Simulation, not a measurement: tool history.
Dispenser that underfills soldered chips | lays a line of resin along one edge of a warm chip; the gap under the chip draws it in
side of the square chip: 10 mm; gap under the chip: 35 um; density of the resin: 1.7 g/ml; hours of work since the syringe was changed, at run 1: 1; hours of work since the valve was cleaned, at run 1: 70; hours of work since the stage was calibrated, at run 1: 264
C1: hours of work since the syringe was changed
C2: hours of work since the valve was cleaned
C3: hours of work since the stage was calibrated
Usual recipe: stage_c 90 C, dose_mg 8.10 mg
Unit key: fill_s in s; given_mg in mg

run 1 hour=0.0 | stage_c=90 dose_mg=8.10 | C1=1 C2=70 C3=264 | fill_s=142.7 given_mg=7.88
-- hour=7.0 dispensing valve cleaned and set on the balance
run 2 hour=7.1 | stage_c=90 dose_mg=8.10 | C1=5 C2=0 C3=268 | fill_s=164.5 given_mg=8.09
-- hour=10.2 new syringe of resin
run 3 hour=16.5 | stage_c=90 dose_mg=10.28 | C1=4 C2=6 C3=275 | fill_s=159.3 given_mg=10.22
-- hour=20.6 new syringe of resin
run 4 hour=22.1 | stage_c=90 dose_mg=8.10 | C1=1 C2=10 C3=278 | fill_s=145.5 given_mg=8.05
run 5 hour=27.5 | stage_c=90 dose_mg=8.10 | C1=5 C2=13 C3=282 | fill_s=164.5 given_mg=8.03
-- hour=31.1 new syringe of resin
run 6 hour=34.7 | stage_c=90 dose_mg=8.10 | C1=2 C2=18 C3=286 | fill_s=155.6 given_mg=8.01
-- hour=41.2 new syringe of resin
run 7 hour=42.2 | stage_c=90 dose_mg=7.89 | C1=1 C2=23 C3=291 | fill_s=144.0 given_mg=7.79
run 8 hour=46.9 | stage_c=90 dose_mg=7.89 | C1=4 C2=26 C3=294 | fill_s=164.8 given_mg=7.77
-- hour=51.6 new syringe of resin
run 9 hour=55.5 | stage_c=90 dose_mg=7.89 | C1=3 C2=32 C3=300 | fill_s=160.8 given_mg=7.77
-- hour=62.0 new syringe of resin
run 10 hour=64.3 | stage_c=90 dose_mg=7.89 | C1=2 C2=37 C3=306 | fill_s=149.8 given_mg=7.74
run 11 hour=70.9 | stage_c=90 dose_mg=7.12 | C1=6 C2=42 C3=310 | fill_s=191.0 given_mg=7.00
-- hour=72.4 new syringe of resin
run 12 hour=80.2 | stage_c=96 dose_mg=8.10 | C1=5 C2=48 C3=316 | fill_s=135.1 given_mg=7.92
-- hour=82.5 new syringe of resin
run 13 hour=88.8 | stage_c=96 dose_mg=7.17 | C1=4 C2=53 C3=322 | fill_s=133.7 given_mg=6.99
-- hour=92.9 new syringe of resin
run 14 hour=98.2 | stage_c=79 dose_mg=9.13 | C1=4 C2=59 C3=328 | fill_s=267.4 given_mg=8.90
-- hour=103.1 new syringe of resin
run 15 hour=105.2 | stage_c=79 dose_mg=9.13 | C1=1 C2=64 C3=332 | fill_s=238.8 given_mg=8.85
run 16 hour=111.8 | stage_c=92 dose_mg=8.94 | C1=6 C2=68 C3=337 | fill_s=157.7 given_mg=8.68
-- hour=113.5 new syringe of resin
-- hour=121.2 dispensing valve cleaned and set on the balance
run 17 hour=123.5 | stage_c=102 dose_mg=9.98 | C1=6 C2=2 C3=344 | fill_s=102.5 given_mg=9.96

Predict each of these 3 candidate next runs independently; none follows another, all start after run 17:
-- hour=125.3 new syringe of resin
run A hour=134.2 | stage_c=87 dose_mg=8.45 | C1=6 C2=8 C3=350 | fill_s=? given_mg=?
-- hour=125.3 new syringe of resin
run B hour=134.2 | stage_c=90 dose_mg=7.98 | C1=6 C2=8 C3=350 | fill_s=? given_mg=?
-- hour=125.3 new syringe of resin
run C hour=134.2 | stage_c=82 dose_mg=9.98 | C1=6 C2=8 C3=350 | fill_s=? given_mg=?

run=A fill_s=201.7 given_mg=8.39
run=B fill_s=182.1 given_mg=7.96
run=C fill_s=257.1 given_mg=9.91
With the hidden condition removed and each run's random variation left untouched, the same runs would have given:
run=A fill_s=147.2 given_mg=8.43
run=B fill_s=133.1 given_mg=8.00
run=C fill_s=187.5 given_mg=9.95
